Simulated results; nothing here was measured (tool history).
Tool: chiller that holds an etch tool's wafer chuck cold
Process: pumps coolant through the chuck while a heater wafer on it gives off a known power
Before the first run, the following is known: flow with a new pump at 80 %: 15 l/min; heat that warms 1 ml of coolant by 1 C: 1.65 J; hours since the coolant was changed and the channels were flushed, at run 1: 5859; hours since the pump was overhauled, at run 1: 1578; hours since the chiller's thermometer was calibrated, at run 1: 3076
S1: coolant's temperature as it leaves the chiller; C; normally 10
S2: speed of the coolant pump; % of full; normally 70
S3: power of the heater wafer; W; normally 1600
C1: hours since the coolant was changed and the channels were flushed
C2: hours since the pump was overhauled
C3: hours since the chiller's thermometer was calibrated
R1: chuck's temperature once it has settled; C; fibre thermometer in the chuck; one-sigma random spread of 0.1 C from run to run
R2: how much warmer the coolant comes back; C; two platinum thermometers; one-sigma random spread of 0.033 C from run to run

run,hour,S1,S2,S3,C1,C2,C3,R1,R2
1,0.0,10,70,1600,5859,1578,3076,27.7,4.53
2,76.8,10,70,1600,5936,1654,3153,27.8,4.50
3,211.1,10,70,1600,6070,1789,3287,27.8,4.54
4,348.6,10,70,1600,6208,1926,3425,27.7,4.49
5,497.7,10,70,993,6357,2075,3574,20.9,2.76
6,600.9,10,96,993,6460,2179,3677,18.5,1.98
7,715.1,10,96,846,6574,2293,3791,17.2,1.66
8,810.1,10,70,1600,6669,2388,3886,27.7,4.47
9,956.5,10,70,2078,6816,2534,4033,32.9,5.83
10,1055.3,7,62,1466,6914,2633,4132,24.9,4.73
11,1146.8,7,99,1876,7006,2725,4223,22.4,3.56
# hour 1204.1: chiller's thermometer calibrated
12,1236.2,18,68,951,7094,2813,32,28.8,2.76
13,1327.7,18,86,2092,7186,2904,124,37.5,4.72
14,1432.2,18,86,2092,7290,3009,228,37.3,4.67
15,1555.9,2,65,2092,7414,3133,352,26.6,6.39
16,1655.7,7,85,1357,7514,3232,452,19.8,3.08
17,1783.4,12,92,1357,7642,3360,579,23.8,2.82

5 options for the next run, each taken on its own from the tool as it stands now. Forecast them:
A,1940.9,18,92,1357,7799,3518,737,?,?
B,1940.9,12,73,1253,7799,3518,737,?,?
C,1940.9,10,70,1207,7799,3518,737,?,?
D,1940.9,14,70,1600,7799,3518,737,?,?
E,1940.9,12,76,1357,7799,3518,737,?,?

run,R1,R2
A,29.9,2.77
B,25.3,3.34
C,23.4,3.34
D,31.7,4.49
E,25.9,3.53
With the hidden condition removed and each run's random variation left untouched, the same runs would have given:
run,R1,R2
A,29.9,2.77
B,25.3,3.34
C,23.4,3.34
D,31.7,4.49
E,25.8,3.53
